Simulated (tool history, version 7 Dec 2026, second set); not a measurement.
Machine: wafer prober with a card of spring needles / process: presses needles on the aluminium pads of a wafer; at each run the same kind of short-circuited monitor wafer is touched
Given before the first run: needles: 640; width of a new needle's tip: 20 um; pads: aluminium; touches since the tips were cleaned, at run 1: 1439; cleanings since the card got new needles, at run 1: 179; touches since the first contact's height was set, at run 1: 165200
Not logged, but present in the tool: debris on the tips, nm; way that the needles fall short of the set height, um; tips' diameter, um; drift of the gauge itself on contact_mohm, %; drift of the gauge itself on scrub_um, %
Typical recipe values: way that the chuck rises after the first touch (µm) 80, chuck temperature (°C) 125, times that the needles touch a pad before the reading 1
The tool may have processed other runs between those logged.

run	hour	way that the chuck rises after the first touch (µm)	chuck temperature (°C)	times that the needles touch a pad before the reading	touches since the tips were cleaned	cleanings since the card got new needles	touches since the first contact's height was set	resistance of one needle with its contact and lead (mohm)	way that a needle slides on the pad (µm)
1	0.0	80	125	1	1439	179	165200	235	21.01
# hour 0.8: tips cleaned on abrasive film
# hour 3.5: tips cleaned on abrasive film
# hour 6.3: tips cleaned on abrasive film
# hour 9.7: tips cleaned on abrasive film
2	10.5	80	125	1	541	183	171773	233	20.22
# hour 12.6: tips cleaned on abrasive film
# hour 16.0: tips cleaned on abrasive film
3	18.5	80	125	1	1643	185	176826	240	20.03
# hour 19.3: tips cleaned on abrasive film
# hour 22.0: tips cleaned on abrasive film
# hour 24.3: height of the first contact set anew
# hour 25.1: tips cleaned on abrasive film
# hour 26.5: tips cleaned on abrasive film, once more
4	29.1	80	125	1	1696	189	2989	237	22.15
# hour 29.9: tips cleaned on abrasive film
# hour 32.6: tips cleaned on abrasive film
# hour 35.4: tips cleaned on abrasive film
5	35.6	80	125	1	159	192	7026	227	21.86
# hour 38.3: tips cleaned on abrasive film
# hour 41.7: tips cleaned on abrasive film
# hour 45.1: tips cleaned on abrasive film
# hour 48.5: tips cleaned on abrasive film
6	49.4	81	125	1	534	196	15709	229	22.35
# hour 51.5: tips cleaned on abrasive film
# hour 54.9: tips cleaned on abrasive film
# hour 58.2: tips cleaned on abrasive film
# hour 61.0: tips cleaned on abrasive film
7	63.3	61	125	1	1470	200	24474	250	16.69
# hour 64.0: tips cleaned on abrasive film
# hour 66.8: tips cleaned on abrasive film
# hour 69.5: tips cleaned on abrasive film
# hour 72.3: tips cleaned on abrasive film
# hour 75.7: tips cleaned on abrasive film
8	76.0	80	125	1	207	205	32439	230	21.99
# hour 78.7: tips cleaned on abrasive film
# hour 82.1: tips cleaned on abrasive film
# hour 85.5: tips cleaned on abrasive film
9	85.5	80	125	1	0	208	38408	231	21.71
# hour 88.9: tips cleaned on abrasive film
# hour 92.3: tips cleaned on abrasive film
10	93.0	80	57	1	448	210	43150	219	21.97
# hour 95.7: tips cleaned on abrasive film
# hour 99.1: tips cleaned on abrasive film
# hour 102.5: tips cleaned on abrasive film
# hour 105.2: tips cleaned on abrasive film
11	107.6	80	57	1	1535	214	52388	223	21.74
# hour 108.4: tips cleaned on abrasive film
# hour 111.8: tips cleaned on abrasive film
# hour 114.5: tips cleaned on abrasive film
# hour 117.3: tips cleaned on abrasive film
12	119.1	80	125	1	1159	218	59580	236	21.82
# hour 120.5: tips cleaned on abrasive film
# hour 123.2: tips cleaned on abrasive film
# hour 126.1: tips cleaned on abrasive film
13	126.1	80	125	1	0	221	63938	230	21.76
# hour 129.5: tips cleaned on abrasive film
# hour 132.9: tips cleaned on abrasive film
# hour 135.6: tips cleaned on abrasive film
# hour 139.0: tips cleaned on abrasive film
14	139.3	80	125	1	232	225	72301	231	21.50
# hour 142.1: tips cleaned on abrasive film
# hour 145.5: tips cleaned on abrasive film
# hour 148.2: tips cleaned on abrasive film
# hour 151.0: tips cleaned on abrasive film
# hour 154.2: tips cleaned on abrasive film
15	154.2	80	46	2	0	230	81660	214	21.77
# hour 157.6: tips cleaned on abrasive film
# hour 161.0: tips cleaned on abrasive film
# hour 163.7: tips cleaned on abrasive film
# hour 167.1: tips cleaned on abrasive film
16	167.7	71	45	1	415	234	90177	217	19.07
# hour 170.4: tips cleaned on abrasive film
# hour 173.2: tips cleaned on abrasive film
17	174.6	80	28	2	899	236	94482	211	21.61
# hour 176.0: tips cleaned on abrasive film
# hour 179.4: tips cleaned on abrasive film
18	181.9	73	122	2	1616	238	99104	241	19.45
# hour 182.6: tips cleaned on abrasive film
# hour 185.4: tips cleaned on abrasive film
# hour 188.1: tips cleaned on abrasive film
# hour 191.5: tips cleaned on abrasive film
# hour 194.3: tips cleaned on abrasive film
19	194.4	64	71	1	92	243	106919	223	16.73
# hour 197.2: tips cleaned on abrasive film
# hour 200.5: tips cleaned on abrasive film
# hour 203.3: tips cleaned on abrasive film
# hour 206.1: tips cleaned on abrasive film
# hour 209.0: tips cleaned on abrasive film
20	209.0	64	71	1	0	248	116076	224	16.74
# hour 212.4: tips cleaned on abrasive film
# hour 215.2: tips cleaned on abrasive film
# hour 218.5: tips cleaned on abrasive film
21	218.6	62	63	1	58	251	122124	219	16.25
# hour 221.3: tips cleaned on abrasive film
# hour 224.1: tips cleaned on abrasive film
# hour 227.5: tips cleaned on abrasive film
# hour 230.9: tips cleaned on abrasive film
22	231.0	87	38	1	56	255	129911	210	23.01
# hour 233.7: tips cleaned on abrasive film
# hour 237.2: tips cleaned on abrasive film
23	239.3	87	38	1	1369	257	135157	215	23.22
# hour 240.0: tips cleaned on abrasive film
# hour 243.4: tips cleaned on abrasive film
# hour 246.1: tips cleaned on abrasive film
24	246.3	68	63	1	85	260	139515	216	17.69

Estimate the outcome of run 25 from the log above:
# hour 249.0: tips cleaned on abrasive film
# hour 251.8: tips cleaned on abrasive film
# hour 255.2: tips cleaned on abrasive film
# hour 258.5: tips cleaned on abrasive film
25	260.5	68	63	1	1296	264	148506	?	?

resistance of one needle with its contact and lead (mohm): 230
way that a needle slides on the pad (µm): 17.76
Had the tool carried no hidden state, the very same run would have given resistance of one needle with its contact and lead (mohm) 210, way that a needle slides on the pad (µm) 18.91.
